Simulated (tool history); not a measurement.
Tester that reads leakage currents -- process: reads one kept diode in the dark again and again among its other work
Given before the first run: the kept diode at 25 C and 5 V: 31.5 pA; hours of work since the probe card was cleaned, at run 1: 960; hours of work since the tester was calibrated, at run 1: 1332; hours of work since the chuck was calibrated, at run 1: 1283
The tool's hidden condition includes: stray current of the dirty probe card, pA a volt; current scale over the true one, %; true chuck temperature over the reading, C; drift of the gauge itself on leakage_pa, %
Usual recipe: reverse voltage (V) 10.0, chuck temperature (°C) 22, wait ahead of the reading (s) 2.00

run     day  reverse voltage (V)  chuck temperature (°C)  wait ahead of the reading (s)  hours of work since the probe card was cleaned  hours of work since the tester was calibrated  hours of work since the chuck was calibrated  current that the tester gives (pA)
  1   0.000                 10.0                      22                           2.00                                             960                                           1332                                          1283                               37.17
  2   1.521                 10.0                      22                           2.00                                             985                                           1357                                          1308                               37.27
      3.204  -- chuck's temperature calibrated
  3   3.354                 10.0                      22                           2.00                                            1014                                           1386                                             3                               39.37
  4   4.425                 10.0                      22                           2.00                                            1032                                           1404                                            20                               39.36
  5   5.262                 10.0                      22                           2.00                                            1046                                           1417                                            34                               39.34
  6   5.996                 10.0                      22                           2.00                                            1058                                           1430                                            46                               39.34
  7   6.812                  4.8                      22                           2.00                                            1071                                           1443                                            60                               26.22
  8   8.317                  4.8                      22                           2.00                                            1096                                           1468                                            85                               26.19
  9   9.558                  4.8                      22                           2.00                                            1117                                           1489                                           105                               26.12
 10  10.421                  4.8                      22                           2.00                                            1131                                           1503                                           120                               26.27
 11  11.742                  4.8                      22                           2.00                                            1153                                           1525                                           141                               26.20
 12  13.312                  4.8                      22                           2.00                                            1179                                           1551                                           168                               26.30
 13  14.192                 10.0                      22                           2.00                                            1193                                           1565                                           182                               39.39
 14  15.421                  6.5                      22                           2.00                                            1214                                           1586                                           202                               31.11
 15  16.983                 10.0                      22                           3.45                                            1240                                           1612                                           228                               38.69
 16  18.575                 10.0                      22                           3.45                                            1266                                           1638                                           255                               38.67
 17  19.754                 10.0                      22                           3.45                                            1286                                           1658                                           274                               38.52
 18  20.892                 10.0                      22                           3.45                                            1304                                           1676                                           293                               38.71
 19  22.558                 10.0                      22                           3.45                                            1332                                           1704                                           321                               38.72
 20  23.867                 10.0                      22                           0.75                                            1354                                           1726                                           342                               42.02
 21  24.721                 10.2                      59                           6.19                                            1368                                           1740                                           357                              425.37
 22  26.300                 10.8                      22                           6.13                                            1394                                           1766                                           383                               40.06
 23  27.742                 10.0                      36                           2.00                                            1418                                           1790                                           407                              100.66
 24  28.804                  1.1                      49                           1.61                                            1436                                           1807                                           424                               73.97
 25  30.483                  1.1                      49                           1.61                                            1463                                           1835                                           452                               73.83

Run 26 is up next; what results do you expect?
 26  31.796                 10.8                      35                           0.57                                            1485                                           1857                                           474                                   ?

current that the tester gives (pA): 101.71
With the hidden condition absent and the run-to-run variation left alone, this run would have shown current that the tester gives (pA) 100.64.
